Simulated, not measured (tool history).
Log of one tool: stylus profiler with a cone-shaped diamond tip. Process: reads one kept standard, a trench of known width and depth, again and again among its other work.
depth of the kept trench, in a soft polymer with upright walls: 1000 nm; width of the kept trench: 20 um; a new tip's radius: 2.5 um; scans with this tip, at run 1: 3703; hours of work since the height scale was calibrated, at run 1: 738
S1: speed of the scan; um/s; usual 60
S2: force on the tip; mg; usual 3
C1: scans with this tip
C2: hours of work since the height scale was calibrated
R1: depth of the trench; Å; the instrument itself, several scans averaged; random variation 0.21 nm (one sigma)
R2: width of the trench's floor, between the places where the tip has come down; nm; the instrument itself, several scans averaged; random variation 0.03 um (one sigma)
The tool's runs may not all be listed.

{"run": 1, "hour": 0.0, "S1": 60, "S2": 3, "C1": 3703, "C2": 738, "R1": 10063.6, "R2": 15230}
{"run": 2, "hour": 26.0, "S1": 60, "S2": 3, "C1": 3758, "C2": 749, "R1": 10062.5, "R2": 15190}
{"run": 3, "hour": 48.7, "S1": 60, "S2": 1.74, "C1": 3807, "C2": 759, "R1": 10038.2, "R2": 15140}
{"run": 4, "hour": 74.6, "S1": 60, "S2": 3, "C1": 3863, "C2": 770, "R1": 10067.5, "R2": 15200}
{"run": 5, "hour": 116.1, "S1": 197, "S2": 3, "C1": 3952, "C2": 788, "R1": 10063.9, "R2": 14970}
{"run": 6, "hour": 140.2, "S1": 197, "S2": 3, "C1": 4003, "C2": 798, "R1": 10060.1, "R2": 14870}
{"run": 7, "hour": 174.2, "S1": 197, "S2": 3, "C1": 4077, "C2": 813, "R1": 10059.9, "R2": 14890}
{"run": 8, "hour": 203.5, "S1": 60, "S2": 3, "C1": 4139, "C2": 825, "R1": 10068.3, "R2": 15130}
{"run": 9, "hour": 222.7, "S1": 60, "S2": 1.97, "C1": 4181, "C2": 834, "R1": 10044.8, "R2": 15100}
{"run": 10, "hour": 255.6, "S1": 60, "S2": 1.97, "C1": 4251, "C2": 848, "R1": 10045.3, "R2": 15060}
{"run": 11, "hour": 290.6, "S1": 60, "S2": 7.14, "C1": 4326, "C2": 863, "R1": 10124.1, "R2": 15140}
{"run": 12, "hour": 318.4, "S1": 164, "S2": 3, "C1": 4386, "C2": 875, "R1": 10062.1, "R2": 14830}
{"run": 13, "hour": 339.4, "S1": 60, "S2": 3, "C1": 4431, "C2": 884, "R1": 10060.7, "R2": 15090}
{"run": 14, "hour": 366.0, "S1": 60, "S2": 3, "C1": 4488, "C2": 895, "R1": 10060.4, "R2": 15040}
{"run": 15, "hour": 390.1, "S1": 18, "S2": 3, "C1": 4540, "C2": 905, "R1": 10062.1, "R2": 15150}
{"run": 16, "hour": 419.8, "S1": 18, "S2": 3, "C1": 4604, "C2": 918, "R1": 10063.8, "R2": 15090}
{"run": 17, "hour": 460.9, "S1": 18, "S2": 3, "C1": 4692, "C2": 936, "R1": 10066.1, "R2": 15090}
{"run": 18, "hour": 493.3, "S1": 60, "S2": 5.82, "C1": 4761, "C2": 949, "R1": 10104.4, "R2": 15010}
{"run": 19, "hour": 526.1, "S1": 60, "S2": 4.36, "C1": 4832, "C2": 964, "R1": 10083.4, "R2": 15020}
{"run": 20, "hour": 552.2, "S1": 60, "S2": 3, "C1": 4888, "C2": 975, "R1": 10060.8, "R2": 14950}
{"run": 21, "hour": 573.0, "S1": 60, "S2": 3, "C1": 4932, "C2": 984, "R1": 10059.4, "R2": 14930}
{"run": 22, "hour": 600.0, "S1": 60, "S2": 3, "C1": 4990, "C2": 995, "R1": 10061.4, "R2": 15010}
{"run": 23, "hour": 639.6, "S1": 60, "S2": 3, "C1": 5075, "C2": 1012, "R1": 10054.3, "R2": 14940}
{"run": 24, "hour": 665.2, "S1": 17, "S2": 3.66, "C1": 5130, "C2": 1023, "R1": 10068.3, "R2": 15030}
{"run": 25, "hour": 683.1, "S1": 35, "S2": 3.65, "C1": 5169, "C2": 1031, "R1": 10066, "R2": 14940}
{"run": 26, "hour": 712.8, "S1": 21, "S2": 3.68, "C1": 5233, "C2": 1043, "R1": 10071.2, "R2": 14950}
{"hour": 716.0, "done": "height scale calibrated on a step standard"}
{"run": 27, "hour": 732.7, "S1": 92, "S2": 3, "C1": 5274, "C2": 7, "R1": 10048.8, "R2": 14830}
{"run": 28, "hour": 761.7, "S1": 90, "S2": 1.84, "C1": 5336, "C2": 20, "R1": 10025.2, "R2": 14810}
{"run": 29, "hour": 801.3, "S1": 73, "S2": 4.24, "C1": 5421, "C2": 37, "R1": 10067.4, "R2": 14890}
{"run": 30, "hour": 838.0, "S1": 229, "S2": 6.7, "C1": 5500, "C2": 52, "R1": 10102, "R2": 14720}
{"run": 31, "hour": 862.5, "S1": 31, "S2": 2.16, "C1": 5553, "C2": 63, "R1": 10037.7, "R2": 14900}
{"run": 32, "hour": 901.3, "S1": 31, "S2": 2.16, "C1": 5636, "C2": 79, "R1": 10032.4, "R2": 14910}
{"run": 33, "hour": 939.9, "S1": 23, "S2": 3.36, "C1": 5719, "C2": 96, "R1": 10050.3, "R2": 14870}
{"run": 34, "hour": 957.1, "S1": 219, "S2": 4.35, "C1": 5756, "C2": 103, "R1": 10071.3, "R2": 14620}
{"hour": 968.3, "done": "height scale calibrated on a step standard, once more"}
{"run": 35, "hour": 987.4, "S1": 34, "S2": 3, "C1": 5820, "C2": 8, "R1": 10074.1, "R2": 14830}
{"run": 36, "hour": 1006.8, "S1": 33, "S2": 3.42, "C1": 5862, "C2": 17, "R1": 10078.1, "R2": 14840}
{"run": 37, "hour": 1024.9, "S1": 33, "S2": 3.42, "C1": 5900, "C2": 24, "R1": 10079.6, "R2": 14820}
{"run": 38, "hour": 1048.8, "S1": 33, "S2": 3.42, "C1": 5952, "C2": 34, "R1": 10078.5, "R2": 14850}
{"run": 39, "hour": 1077.7, "S1": 104, "S2": 3.57, "C1": 6014, "C2": 47, "R1": 10084.4, "R2": 14690}
{"run": 40, "hour": 1117.9, "S1": 104, "S2": 3.57, "C1": 6100, "C2": 64, "R1": 10078, "R2": 14700}
{"run": 41, "hour": 1138.6, "S1": 84, "S2": 4.71, "C1": 6144, "C2": 73, "R1": 10099.8, "R2": 14770}
{"run": 42, "hour": 1179.3, "S1": 84, "S2": 4.71, "C1": 6232, "C2": 90, "R1": 10096.4, "R2": 14710}
{"run": 43, "hour": 1203.1, "S1": 84, "S2": 4.71, "C1": 6283, "C2": 101, "R1": 10099.5, "R2": 14760}
{"run": 44, "hour": 1230.6, "S1": 198, "S2": 1.27, "C1": 6342, "C2": 112, "R1": 10032.2, "R2": 14270}
{"run": 45, "hour": 1273.3, "S1": 60, "S2": 8.58, "C1": 6433, "C2": 131, "R1": 10147.4, "R2": 14710}
{"run": 46, "hour": 1306.0, "S1": 17, "S2": 2.12, "C1": 6504, "C2": 145, "R1": 10057.1, "R2": 14750}

Some steps in R1 between neighbouring runs. How much of each would the tool show without its hidden state too (settings, what came in, random variation), and how much is left for the hidden state, with any gauge scatter that isn't in both results?
The hidden state here: radius of the tip, um; height scale over the true one, %; drift of the gauge itself on depth_nm, %; drift of the gauge itself on floor_um, %.
Run 10 -> 11: S2 1.97 -> 7.14. R1 +78.8 Å: hidden state -0.5, all else +79.3.
Run 26 -> 27: S1 21 -> 92, S2 3.68 -> 3, height scale calibrated on a step standard. R1 -22.4 Å: hidden state -10.4, all else -12.
Run 34 -> 35: S1 219 -> 34, S2 4.35 -> 3, height scale calibrated on a step standard, once more. R1 +2.8 Å: hidden state +25.1, all else -22.3.
Run 44 -> 45: S1 198 -> 60, S2 1.27 -> 8.58. R1 +115.2 Å: hidden state -0.4, all else +115.6.
Run 45 -> 46: S1 60 -> 17, S2 8.58 -> 2.12. R1 -90.3 Å: hidden state -0.2, all else -90.1.
